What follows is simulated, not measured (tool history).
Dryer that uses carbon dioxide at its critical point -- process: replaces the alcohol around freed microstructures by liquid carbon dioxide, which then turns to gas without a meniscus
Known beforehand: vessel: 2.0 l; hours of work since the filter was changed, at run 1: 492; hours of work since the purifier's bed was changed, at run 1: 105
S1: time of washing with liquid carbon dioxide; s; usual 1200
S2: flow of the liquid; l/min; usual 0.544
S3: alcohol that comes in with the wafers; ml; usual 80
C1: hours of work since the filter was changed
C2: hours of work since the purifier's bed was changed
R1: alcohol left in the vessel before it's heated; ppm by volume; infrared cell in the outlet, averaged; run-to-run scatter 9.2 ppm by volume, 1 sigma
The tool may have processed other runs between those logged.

run 1 hour=0 | S1=1200 S2=0.544 S3=80 | C1=492 C2=105 | R1=1010
run 2 hour=15.2 | S1=1200 S2=0.544 S3=80 | C1=503 C2=115 | R1=1011
run 3 hour=28.6 | S1=1200 S2=0.868 S3=80 | C1=512 C2=124 | R1=116
run 4 hour=42.8 | S1=1200 S2=0.868 S3=80 | C1=521 C2=134 | R1=122
run 5 hour=57.9 | S1=1200 S2=0.544 S3=80 | C1=531 C2=144 | R1=1083
-- hour=73.4 inlet filter changed
run 6 hour=74.2 | S1=1200 S2=0.544 S3=80 | C1=1 C2=154 | R1=545
run 7 hour=81.6 | S1=1200 S2=0.347 S3=80 | C1=6 C2=159 | R1=2687
run 8 hour=97 | S1=1620 S2=0.347 S3=80 | C1=16 C2=169 | R1=1103
run 9 hour=109 | S1=1620 S2=0.347 S3=80 | C1=24 C2=177 | R1=1131
run 10 hour=118.5 | S1=1620 S2=0.347 S3=80 | C1=30 C2=184 | R1=1104
run 11 hour=130.8 | S1=1260 S2=0.544 S3=80 | C1=38 C2=192 | R1=447
run 12 hour=143.2 | S1=1260 S2=0.544 S3=80 | C1=47 C2=200 | R1=472
run 13 hour=153.4 | S1=1380 S2=0.544 S3=80 | C1=54 C2=207 | R1=326
run 14 hour=165.8 | S1=1380 S2=0.544 S3=80 | C1=62 C2=215 | R1=333
run 15 hour=172.6 | S1=960 S2=0.478 S3=80 | C1=67 C2=220 | R1=2089
run 16 hour=188.5 | S1=1680 S2=0.904 S3=55 | C1=77 C2=231 | R1=27
run 17 hour=199.1 | S1=1440 S2=0.544 S3=80 | C1=84 C2=238 | R1=265
run 18 hour=207.1 | S1=1440 S2=0.544 S3=80 | C1=90 C2=243 | R1=281
run 19 hour=215 | S1=1440 S2=0.544 S3=80 | C1=95 C2=248 | R1=279
run 20 hour=223 | S1=1380 S2=0.458 S3=76 | C1=100 C2=254 | R1=693
run 21 hour=237.2 | S1=1200 S2=0.599 S3=42 | C1=110 C2=263 | R1=231
run 22 hour=247 | S1=1500 S2=0.37 S3=52 | C1=116 C2=270 | R1=842
run 23 hour=262.8 | S1=1500 S2=0.37 S3=52 | C1=127 C2=280 | R1=846
run 24 hour=276.3 | S1=1920 S2=0.429 S3=80 | C1=136 C2=289 | R1=253
run 25 hour=286.2 | S1=1920 S2=0.429 S3=80 | C1=143 C2=296 | R1=254
run 26 hour=295.4 | S1=840 S2=0.452 S3=106 | C1=149 C2=302 | R1=4853
run 27 hour=302.2 | S1=1680 S2=0.544 S3=24 | C1=153 C2=307 | R1=75

What if the next run were any one of these 4? Each begins from the tool's condition after run 27:
run A hour=311.1 | S1=1680 S2=0.327 S3=116 | C1=159 C2=313 | R1=?
run B hour=311.1 | S1=1860 S2=0.544 S3=21 | C1=159 C2=313 | R1=?
run C hour=311.1 | S1=1680 S2=0.417 S3=24 | C1=159 C2=313 | R1=?
run D hour=311.1 | S1=1200 S2=0.344 S3=80 | C1=159 C2=313 | R1=?

run=A R1=2027
run=B R1=58
run=C R1=187
run=D R1=3202
The same runs, with their run-to-run variation unchanged, on a tool lacking any hidden condition would have given:
run=A R1=1670
run=B R1=22
run=C R1=125
run=D R1=2771
